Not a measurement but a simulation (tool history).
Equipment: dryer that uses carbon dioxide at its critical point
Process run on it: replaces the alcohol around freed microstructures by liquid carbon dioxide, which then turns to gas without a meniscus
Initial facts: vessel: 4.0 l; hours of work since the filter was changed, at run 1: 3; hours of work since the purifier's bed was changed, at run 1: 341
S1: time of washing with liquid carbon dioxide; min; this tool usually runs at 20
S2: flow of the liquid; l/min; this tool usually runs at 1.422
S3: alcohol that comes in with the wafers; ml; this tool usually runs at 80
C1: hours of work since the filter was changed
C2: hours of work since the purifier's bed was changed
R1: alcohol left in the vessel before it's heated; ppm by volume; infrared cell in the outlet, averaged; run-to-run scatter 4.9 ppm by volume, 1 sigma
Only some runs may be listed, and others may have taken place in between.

| run | day | S1 | S2 | S3 | C1 | C2 | R1 |
|---|---|---|---|---|---|---|---|
| 1 | 0.000 | 20 | 1.422 | 80 | 3 | 341 | 52 |
| 2 | 0.321 | 20 | 1.422 | 56 | 9 | 347 | 53 |
| 3 | 0.650 | 20 | 1.422 | 56 | 15 | 353 | 48 |
| 4 | 1.175 | 20 | 1.422 | 56 | 25 | 363 | 43 |
| 5 | 1.592 | 20 | 1.422 | 56 | 33 | 371 | 52 |
| 6 | 2.083 | 20 | 1.650 | 56 | 42 | 380 | 49 |
| 7 | 2.525 | 20 | 1.650 | 56 | 50 | 388 | 46 |
| 8 | 2.958 | 18 | 1.290 | 80 | 58 | 396 | 109 |
| 9 | 3.500 | 19 | 1.090 | 80 | 68 | 406 | 165 |
| 10 | 3.875 | 19 | 1.090 | 80 | 75 | 413 | 167 |
| 11 | 4.454 | 28 | 1.820 | 47 | 86 | 424 | 49 |
| 12 | 5.029 | 18 | 1.610 | 47 | 96 | 435 | 70 |
| 13 | 5.575 | 21 | 1.110 | 47 | 107 | 445 | 89 |
| 14 | 5.917 | 21 | 1.350 | 84 | 113 | 451 | 73 |

Each row is a separate what-if for the run after 14, all from the same tool condition, not one after another. Results?
| A | 6.429 | 21 | 1.350 | 65 | 122 | 461 | ? |
| B | 6.429 | 20 | 1.422 | 24 | 122 | 461 | ? |
| C | 6.429 | 21 | 1.350 | 112 | 122 | 461 | ? |

| run | R1 |
|---|---|
| A | 64 |
| B | 55 |
| C | 87 |
Take away the tool's hidden state, keep each run's random variation, and the runs would have read:
| run | R1 |
|---|---|
| A | 16 |
| B | 12 |
| C | 39 |

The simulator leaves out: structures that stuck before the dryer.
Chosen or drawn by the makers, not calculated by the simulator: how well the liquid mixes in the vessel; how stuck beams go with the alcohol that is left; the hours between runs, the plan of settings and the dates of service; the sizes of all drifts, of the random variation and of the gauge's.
